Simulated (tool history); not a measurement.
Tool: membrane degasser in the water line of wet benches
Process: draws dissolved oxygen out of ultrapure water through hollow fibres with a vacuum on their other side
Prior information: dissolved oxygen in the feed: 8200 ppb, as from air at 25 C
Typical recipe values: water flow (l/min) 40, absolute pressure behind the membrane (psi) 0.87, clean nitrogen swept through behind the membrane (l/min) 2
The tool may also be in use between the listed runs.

run	hour	water flow (l/min)	absolute pressure behind the membrane (psi)	clean nitrogen swept through behind the membrane (l/min)	dissolved oxygen in the water behind the degasser (ppb)	pressure that the water loses in the fibres (psi)
1	0	40	0.87	2	123.2	8.605
2	62.4	40	0.87	2	126.1	8.593
3	155.5	40	0.87	2	124.2	8.63
4	288.2	40	0.87	1.69	146.3	8.592
5	424.2	40	0.87	1.69	143.5	8.585
6	542	40	0.87	1.69	143.4	8.607
7	658.8	54	0.87	1.69	188.9	11.638
8	760.4	33	2.129	1.66	487	7.171
9	839.2	45	0.87	1.77	156.6	9.747
10	960	45	0.87	1.77	152.3	9.697
11	1024.9	45	1.661	2.06	390.2	9.633
12	1106.3	45	1.661	2.06	392.4	9.758
13	1193.2	26	1.907	1.8	319.6	5.632

Forecast each of these 5 alternatives for the next run:
A	1267.1	40	0.595	0.95	?	?
B	1267.1	26	1.714	1.06	?	?
C	1267.1	37	1.4	2.62	?	?
D	1267.1	46	1.308	2	?	?
E	1267.1	29	1.907	3.12	?	?

run	dissolved oxygen in the water behind the degasser (ppb)	pressure that the water loses in the fibres (psi)
A	77.4	8.633
B	441.7	5.559
C	207.6	7.955
D	285.2	9.929
E	216.2	6.218
Take away the tool's hidden state, keep each run's random variation, and the runs would have read:
run	dissolved oxygen in the water behind the degasser (ppb)	pressure that the water loses in the fibres (psi)
A	77.3	8.633
B	441.6	5.558
C	207.6	7.954
D	285.1	9.928
E	216.1	6.218

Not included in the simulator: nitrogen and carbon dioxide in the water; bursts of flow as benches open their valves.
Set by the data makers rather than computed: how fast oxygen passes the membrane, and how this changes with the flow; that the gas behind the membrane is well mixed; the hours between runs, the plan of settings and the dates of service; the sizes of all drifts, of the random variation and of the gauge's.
